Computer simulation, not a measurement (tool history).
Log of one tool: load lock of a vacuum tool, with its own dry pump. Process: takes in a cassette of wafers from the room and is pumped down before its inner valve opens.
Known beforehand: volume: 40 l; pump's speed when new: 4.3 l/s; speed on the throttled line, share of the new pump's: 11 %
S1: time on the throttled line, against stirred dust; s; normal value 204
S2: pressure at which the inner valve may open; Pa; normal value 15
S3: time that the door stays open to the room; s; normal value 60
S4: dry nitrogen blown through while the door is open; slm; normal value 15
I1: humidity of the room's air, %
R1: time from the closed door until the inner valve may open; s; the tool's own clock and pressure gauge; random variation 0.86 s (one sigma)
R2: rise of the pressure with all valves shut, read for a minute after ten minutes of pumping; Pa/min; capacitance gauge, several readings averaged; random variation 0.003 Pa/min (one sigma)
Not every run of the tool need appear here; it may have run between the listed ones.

{"run": 1, "hour": 0.0, "S1": 204, "S2": 15, "S3": 60, "S4": 15, "I1": 46.5, "R1": 265.2, "R2": 0.108}
{"run": 2, "hour": 64.4, "S1": 204, "S2": 15, "S3": 60, "S4": 15, "I1": 48.2, "R1": 265.1, "R2": 0.107}
{"run": 3, "hour": 163.3, "S1": 204, "S2": 15, "S3": 60, "S4": 15, "I1": 41.1, "R1": 265.7, "R2": 0.103}
{"run": 4, "hour": 213.0, "S1": 204, "S2": 15, "S3": 60, "S4": 15, "I1": 48.0, "R1": 265.1, "R2": 0.108}
{"run": 5, "hour": 277.1, "S1": 204, "S2": 15, "S3": 60, "S4": 15, "I1": 46.2, "R1": 266.3, "R2": 0.11}
{"run": 6, "hour": 325.0, "S1": 204, "S2": 15, "S3": 60, "S4": 15, "I1": 48.4, "R1": 265.4, "R2": 0.106}
{"run": 7, "hour": 397.6, "S1": 182, "S2": 15, "S3": 60, "S4": 15, "I1": 47.9, "R1": 245.4, "R2": 0.11}
{"run": 8, "hour": 492.6, "S1": 182, "S2": 15, "S3": 60, "S4": 15, "I1": 40.8, "R1": 247.1, "R2": 0.107}
{"run": 9, "hour": 557.5, "S1": 182, "S2": 15, "S3": 60, "S4": 15, "I1": 43.6, "R1": 246.6, "R2": 0.115}
{"run": 10, "hour": 607.0, "S1": 182, "S2": 15, "S3": 87, "S4": 15, "I1": 46.3, "R1": 245.8, "R2": 0.116}
{"run": 11, "hour": 686.3, "S1": 182, "S2": 15, "S3": 87, "S4": 15, "I1": 46.5, "R1": 245.1, "R2": 0.124}
{"run": 12, "hour": 768.1, "S1": 182, "S2": 15, "S3": 87, "S4": 15, "I1": 44.4, "R1": 247.2, "R2": 0.127}
{"run": 13, "hour": 878.3, "S1": 204, "S2": 15, "S3": 60, "S4": 15, "I1": 47.7, "R1": 266.3, "R2": 0.117}
{"run": 14, "hour": 928.7, "S1": 204, "S2": 15, "S3": 60, "S4": 15, "I1": 42.4, "R1": 267.2, "R2": 0.108}
{"run": 15, "hour": 982.1, "S1": 204, "S2": 15, "S3": 60, "S4": 15, "I1": 44.1, "R1": 263.8, "R2": 0.114}
{"run": 16, "hour": 1079.1, "S1": 204, "S2": 15, "S3": 60, "S4": 15, "I1": 41.7, "R1": 264.4, "R2": 0.115}
{"run": 17, "hour": 1128.9, "S1": 204, "S2": 15, "S3": 60, "S4": 15, "I1": 44.5, "R1": 266.6, "R2": 0.116}
{"run": 18, "hour": 1217.4, "S1": 117, "S2": 14, "S3": 102, "S4": 9, "I1": 46.9, "R1": 189.2, "R2": 0.15}
{"run": 19, "hour": 1307.7, "S1": 106, "S2": 14, "S3": 60, "S4": 14, "I1": 45.8, "R1": 179.7, "R2": 0.125}
{"run": 20, "hour": 1382.4, "S1": 335, "S2": 14, "S3": 60, "S4": 5, "I1": 44.1, "R1": 382.8, "R2": 0.132}
{"run": 21, "hour": 1458.9, "S1": 290, "S2": 15, "S3": 59, "S4": 10, "I1": 42.1, "R1": 340.4, "R2": 0.122}
{"run": 22, "hour": 1555.1, "S1": 171, "S2": 12, "S3": 187, "S4": 8, "I1": 46.9, "R1": 239.1, "R2": 0.203}
{"run": 23, "hour": 1662.9, "S1": 286, "S2": 20, "S3": 187, "S4": 5, "I1": 43.3, "R1": 333.8, "R2": 0.208}
{"run": 24, "hour": 1725.2, "S1": 286, "S2": 20, "S3": 187, "S4": 5, "I1": 42.0, "R1": 336.0, "R2": 0.203}
{"run": 25, "hour": 1792.1, "S1": 103, "S2": 15, "S3": 41, "S4": 15, "I1": 42.9, "R1": 175.6, "R2": 0.117}
{"run": 26, "hour": 1878.6, "S1": 362, "S2": 26, "S3": 60, "S4": 15, "I1": 41.6, "R1": 400.8, "R2": 0.12}
{"run": 27, "hour": 1987.1, "S1": 362, "S2": 26, "S3": 60, "S4": 15, "I1": 44.6, "R1": 401.0, "R2": 0.127}
{"run": 28, "hour": 2063.6, "S1": 362, "S2": 26, "S3": 60, "S4": 15, "I1": 42.5, "R1": 402.9, "R2": 0.125}
{"run": 29, "hour": 2129.5, "S1": 113, "S2": 15, "S3": 33, "S4": 6, "I1": 46.9, "R1": 185.4, "R2": 0.12}
{"run": 30, "hour": 2184.1, "S1": 113, "S2": 15, "S3": 33, "S4": 6, "I1": 44.1, "R1": 185.5, "R2": 0.121}

A few steps of R1 between consecutive runs. Split each: what settings, incoming material and random variation would produce without the hidden state, and what is left over for the hidden state, along with gauge scatter present in only one of the two compared results (measured, and without hidden state):
What the log doesn't record here: pump's speed, % of a new pump's; leak at the door's seal, Pa l/s; drift of the gauge itself on ready_s, %; drift of the gauge itself on rise_pa_min, %.
Run 19 -> 20: S1 106 -> 335, S4 14 -> 5. R1 +203.1 s: hidden state -0.9, all else +204.0.
Run 25 -> 26: S1 103 -> 362, S2 15 -> 26, S3 41 -> 60. R1 +225.2 s: hidden state -1.0, all else +226.2.
Run 28 -> 29: S1 362 -> 113, S2 26 -> 15, S3 60 -> 33, S4 15 -> 6. R1 -217.5 s: hidden state +1.1, all else -218.6.
